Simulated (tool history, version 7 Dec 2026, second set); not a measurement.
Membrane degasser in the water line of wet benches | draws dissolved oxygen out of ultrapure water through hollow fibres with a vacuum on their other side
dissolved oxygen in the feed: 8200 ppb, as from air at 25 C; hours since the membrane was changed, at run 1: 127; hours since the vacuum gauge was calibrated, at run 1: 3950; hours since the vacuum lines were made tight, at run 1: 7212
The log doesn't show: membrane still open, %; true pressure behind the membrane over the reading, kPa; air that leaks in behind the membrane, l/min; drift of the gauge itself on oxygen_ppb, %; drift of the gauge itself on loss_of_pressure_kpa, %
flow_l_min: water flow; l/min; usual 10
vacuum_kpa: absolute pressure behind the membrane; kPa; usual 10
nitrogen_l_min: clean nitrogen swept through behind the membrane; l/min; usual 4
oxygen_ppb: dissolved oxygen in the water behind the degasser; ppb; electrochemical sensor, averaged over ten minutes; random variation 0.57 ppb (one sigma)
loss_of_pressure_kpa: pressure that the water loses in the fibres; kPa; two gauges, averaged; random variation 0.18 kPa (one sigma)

run,day,flow_l_min,vacuum_kpa,nitrogen_l_min,hours since the membrane was changed,hours since the vacuum gauge was calibrated,hours since the vacuum lines were made tight,oxygen_ppb,loss_of_pressure_kpa
1,0,10,10,4,127,3950,7212,52.2,32.72
2,2.138,10,10,4,178,4002,7263,51.3,32.71
3,4.404,10,10,4.87,232,4056,7318,44.5,32.98
4,6.571,9,10,4,284,4108,7370,44.7,29.27
5,10.1,10,10,4,369,4193,7454,50.6,32.57
6,12.125,10,10,4,418,4241,7503,52.1,32.69
7,13.808,10,10,4,458,4282,7543,52.1,32.53
8,17.296,10,10,11.18,542,4365,7627,23.5,32.21
9,20.871,10,10,4,628,4451,7713,52,32.71
10,23.046,10,10,4,680,4503,7765,51.7,32.74
11,26.408,10,10,4,760,4584,7846,52.7,32.79
12,28.842,10,10,4,819,4642,7904,53,32.66
13,32.458,10,10.8,4,906,4729,7991,56.6,32.85
14,34.954,10,10,5.8,965,4789,8051,38.6,32.84
15,38.608,10,6.3,4,1053,4877,8138,28,32.92
16,40.642,9,15.7,4.46,1102,4926,8187,70.2,29.54
17,42.912,9,15.7,4.46,1156,4980,8242,71.5,30.03
18,45.029,9,15.7,4.46,1207,5031,8293,70.2,29.36
19,47.521,10,10,8.83,1267,5091,8352,28.2,32.71
# day 47.767: vacuum gauge calibrated
20,49.917,10,10,8.83,1324,52,8409,28,32.81
21,53.512,13,16.4,4.57,1410,138,8496,123.7,42.99
22,55.821,14,6.2,8.13,1466,193,8551,50.3,46.04
23,57.488,15,13.3,4.07,1506,233,8591,142.2,49.31
24,60.317,10,10,1.69,1574,301,8659,113.1,32.78
# day 62.204: vacuum gauge calibrated, once more
25,62.762,9,11.1,3.3,1632,13,8717,61.3,29.44
26,66.325,9,11.1,3.3,1717,99,8803,61.4,29.57
27,68.071,6,8.5,3.3,1759,141,8845,26.3,19.68
28,71.388,6,9.3,3.1,1839,220,8924,32.2,19.92
29,73.504,13,9.3,4.29,1890,271,8975,74,43.09

5 ways to go on from here, each from the tool as it stands after run 29. What would each give?
A,76,13,14.3,3.66,1950,331,9035,?,?
B,76,6,8.4,3.01,1950,331,9035,?,?
C,76,11,6.8,4.29,1950,331,9035,?,?
D,76,13,22.3,4.29,1950,331,9035,?,?
E,76,13,6.3,3.37,1950,331,9035,?,?

run,oxygen_ppb,loss_of_pressure_kpa
A,125.8,42.59
B,28.5,19.44
C,35.9,36.24
D,170.9,42.68
E,57.7,42.44
Without the tool's hidden state the same runs would have given:
run,oxygen_ppb,loss_of_pressure_kpa
A,119.7,42.12
B,25.7,19.22
C,33.5,35.84
D,163,42.21
E,54.3,41.97
